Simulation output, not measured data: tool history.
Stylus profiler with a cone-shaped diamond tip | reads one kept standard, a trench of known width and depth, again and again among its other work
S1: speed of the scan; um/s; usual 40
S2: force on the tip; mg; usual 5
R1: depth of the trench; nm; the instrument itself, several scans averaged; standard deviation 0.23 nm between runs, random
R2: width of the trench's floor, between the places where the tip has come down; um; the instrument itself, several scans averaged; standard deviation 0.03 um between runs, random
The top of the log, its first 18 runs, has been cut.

run,hour,S1,S2,R1,R2
19,862.8,40,14.28,1036.91,15.07
20,896.5,40,2.37,1012.26,15.01
21,949.5,40,2.37,1012.31,14.94
22,984.5,40,2.37,1012.3,14.99
23,1020.1,40,2.37,1012.35,14.95
24,1053.2,40,5,1019.49,14.96
25,1121.7,40,5,1019.2,14.94
26,1192.1,23,14.52,1037.71,14.92
27,1224,72,4.42,1018.49,14.8
28,1290.7,38,2.07,1012.19,14.76
29,1362.1,37,5,1020.19,14.83
30,1420,77,2.39,1012.62,14.64

Estimate the outcome of run 31 from the log above:
31,1488.5,73,2.15,?,?

Run 31 produced R1 1012.58 nm, R2 14.61 um.
Had the tool carried no hidden state, the very same run would have given R1 1010.06 nm, R2 15.79 um.
